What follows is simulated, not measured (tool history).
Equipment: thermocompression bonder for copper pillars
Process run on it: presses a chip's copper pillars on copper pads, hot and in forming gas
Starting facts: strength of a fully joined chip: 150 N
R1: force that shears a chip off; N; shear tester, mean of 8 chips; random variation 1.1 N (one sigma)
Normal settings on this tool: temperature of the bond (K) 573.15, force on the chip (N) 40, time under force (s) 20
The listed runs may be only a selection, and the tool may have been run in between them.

run 1 day=0 | temperature_of_the_bond_(K)=573.15 force_on_the_chip_(N)=40 time_under_force_(s)=20 | R1=94.6
run 2 day=0.704 | temperature_of_the_bond_(K)=554.15 force_on_the_chip_(N)=40 time_under_force_(s)=20 | R1=74.7
run 3 day=1.129 | temperature_of_the_bond_(K)=573.15 force_on_the_chip_(N)=40 time_under_force_(s)=20 | R1=94.7
run 4 day=2.058 | temperature_of_the_bond_(K)=546.15 force_on_the_chip_(N)=40 time_under_force_(s)=20 | R1=67.5
run 5 day=2.525 | temperature_of_the_bond_(K)=546.15 force_on_the_chip_(N)=40 time_under_force_(s)=20 | R1=67.5
run 6 day=3.317 | temperature_of_the_bond_(K)=573.15 force_on_the_chip_(N)=29 time_under_force_(s)=20 | R1=81.5
run 7 day=3.879 | temperature_of_the_bond_(K)=573.15 force_on_the_chip_(N)=40 time_under_force_(s)=20 | R1=94.7
run 8 day=4.412 | temperature_of_the_bond_(K)=573.15 force_on_the_chip_(N)=40 time_under_force_(s)=54 | R1=122.8
run 9 day=5.304 | temperature_of_the_bond_(K)=573.15 force_on_the_chip_(N)=40 time_under_force_(s)=54 | R1=120.9
run 10 day=6.183 | temperature_of_the_bond_(K)=573.15 force_on_the_chip_(N)=40 time_under_force_(s)=20 | R1=93.5
run 11 day=6.954 | temperature_of_the_bond_(K)=573.15 force_on_the_chip_(N)=40 time_under_force_(s)=20 | R1=94.8
run 12 day=7.471 | temperature_of_the_bond_(K)=563.15 force_on_the_chip_(N)=40 time_under_force_(s)=20 | R1=86.1
run 13 day=8.042 | temperature_of_the_bond_(K)=573.15 force_on_the_chip_(N)=40 time_under_force_(s)=20 | R1=96.5
run 14 day=8.846 | temperature_of_the_bond_(K)=546.15 force_on_the_chip_(N)=40 time_under_force_(s)=20 | R1=67.9
run 15 day=9.679 | temperature_of_the_bond_(K)=573.15 force_on_the_chip_(N)=40 time_under_force_(s)=20 | R1=94.6
run 16 day=10.354 | temperature_of_the_bond_(K)=575.15 force_on_the_chip_(N)=40 time_under_force_(s)=20 | R1=96.3
run 17 day=10.821 | temperature_of_the_bond_(K)=575.15 force_on_the_chip_(N)=26 time_under_force_(s)=20 | R1=80.2
run 18 day=11.675 | temperature_of_the_bond_(K)=562.15 force_on_the_chip_(N)=47 time_under_force_(s)=44 | R1=112.3
run 19 day=12.429 | temperature_of_the_bond_(K)=573.15 force_on_the_chip_(N)=40 time_under_force_(s)=33 | R1=107.8
run 20 day=13.117 | temperature_of_the_bond_(K)=566.15 force_on_the_chip_(N)=27 time_under_force_(s)=31 | R1=85.3
run 21 day=13.558 | temperature_of_the_bond_(K)=566.15 force_on_the_chip_(N)=27 time_under_force_(s)=31 | R1=86.2
run 22 day=14.362 | temperature_of_the_bond_(K)=561.15 force_on_the_chip_(N)=31 time_under_force_(s)=15 | R1=66.1
run 23 day=15.262 | temperature_of_the_bond_(K)=546.15 force_on_the_chip_(N)=60 time_under_force_(s)=13 | R1=72.9
run 24 day=15.762 | temperature_of_the_bond_(K)=573.15 force_on_the_chip_(N)=40 time_under_force_(s)=10 | R1=76.1
run 25 day=16.521 | temperature_of_the_bond_(K)=576.15 force_on_the_chip_(N)=40 time_under_force_(s)=25 | R1=102.7
run 26 day=16.896 | temperature_of_the_bond_(K)=550.15 force_on_the_chip_(N)=29 time_under_force_(s)=15 | R1=53.6
run 27 day=17.788 | temperature_of_the_bond_(K)=550.15 force_on_the_chip_(N)=29 time_under_force_(s)=13 | R1=52.2
run 28 day=18.233 | temperature_of_the_bond_(K)=572.15 force_on_the_chip_(N)=55 time_under_force_(s)=20 | R1=108.2
run 29 day=19.112 | temperature_of_the_bond_(K)=554.15 force_on_the_chip_(N)=31 time_under_force_(s)=31 | R1=77.5
run 30 day=19.583 | temperature_of_the_bond_(K)=554.15 force_on_the_chip_(N)=31 time_under_force_(s)=31 | R1=77.6
run 31 day=19.979 | temperature_of_the_bond_(K)=587.15 force_on_the_chip_(N)=57 time_under_force_(s)=31 | R1=132.8
run 32 day=20.817 | temperature_of_the_bond_(K)=573.15 force_on_the_chip_(N)=40 time_under_force_(s)=43 | R1=113.2

Taken out of this log: 3 entries between the listed runs. Where each belongs, and how the hidden state differs across it:
Between runs 9 and 10: forming gas filter changed (day 5.533)
  oxide that the forming gas leaves, % of the face: 0.85 -> 0.53
Between runs 13 and 14: force cell calibrated (day 8.212)
  force that reaches the chip, % of what is set: 100.5 -> 100; oxide that the forming gas leaves, % of the face: 0.58 -> 0.6
Between runs 28 and 29: forming gas filter changed (day 18.583)
  oxide that the forming gas leaves, % of the face: 0.85 -> 0.52
